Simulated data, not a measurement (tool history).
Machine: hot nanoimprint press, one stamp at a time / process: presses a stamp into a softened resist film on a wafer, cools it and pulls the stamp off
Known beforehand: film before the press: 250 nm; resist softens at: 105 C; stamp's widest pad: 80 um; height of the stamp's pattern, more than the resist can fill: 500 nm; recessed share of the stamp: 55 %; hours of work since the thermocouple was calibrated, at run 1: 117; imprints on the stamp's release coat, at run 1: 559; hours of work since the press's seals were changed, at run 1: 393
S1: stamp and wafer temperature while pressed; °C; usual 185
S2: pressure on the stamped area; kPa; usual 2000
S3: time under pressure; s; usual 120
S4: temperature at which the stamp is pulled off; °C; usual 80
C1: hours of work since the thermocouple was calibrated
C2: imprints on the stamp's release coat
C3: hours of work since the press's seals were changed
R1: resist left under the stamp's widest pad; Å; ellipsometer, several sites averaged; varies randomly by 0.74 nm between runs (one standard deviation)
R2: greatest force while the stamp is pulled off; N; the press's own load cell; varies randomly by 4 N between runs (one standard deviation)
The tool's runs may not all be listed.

run   hour   S1    S2   S3  S4   C1    C2   C3    R1   R2
  1      0  185  2000  120  80  117   559  393  1227  197
  2   27.6  185  2000  120  80  129   635  405  1221  198
  3   52.1  186  2000  120  80  139   702  415  1188  198
  4   95.5  185  2000  120  80  157   821  433  1233  199
  5  140.7  184  2000  120  80  175   945  452  1275  200
  6  172.5  185  2000  120  80  189  1032  465  1224  196
  7  193.2  185  2000  120  80  197  1089  473  1231  202
  8  230.7  185  2000  120  80  213  1192  489  1243  195
  9  269.2  185  2000  120  80  229  1297  505  1239  203
     284.8  -- stamp cleaned and given a new release coat
 10  316.2  185  2000  120  80  246    86  522  1225  196
 11  348.7  185  2000  120  80  259   175  535  1234  198
 12  393.2  185  2000  120  80  278   297  554  1247  189
 13  435.8  185  2000  120  80  295   414  571  1225  195
 14  478.6  185  2000  120  80  313   531  589  1220  195
 15  514.5  193  1280  120  80  328   629  604  1173  194
 16  553.2  186  2000   78  80  344   736  620  1373  199
 17  581.5  193  3020   64  67  356   813  632   952  249
 18  622.9  175  2000  107  80  373   927  649  1730  200
 19  655.9  175  2000  107  80  387  1017  663  1736  196
 20    696  190  2000  107  80  403  1127  679  1090  198
 21  740.8  188  2000  107  81  422  1250  698  1155  196
       773  -- stamp cleaned and given a new release coat
 22  790.8  194  2000  107  81  440    49  716   964  194

Entry by entry between the runs, the difference in hidden state between the last listed run before and the first listed run after:
From run 9 to run 10: stamp cleaned and given a new release coat (hour 284.8)
  pressure that arrives at the usual setting, %: 99.9 -> 99.89; grip of the stamp's worn release coat, % over a new coat's: 1.4 -> 0.1
From run 21 to run 22: stamp cleaned and given a new release coat (hour 773)
  true temperature over the reading, C: 0.05 -> 0.06; grip of the stamp's worn release coat, % over a new coat's: 1.3 -> 0.1
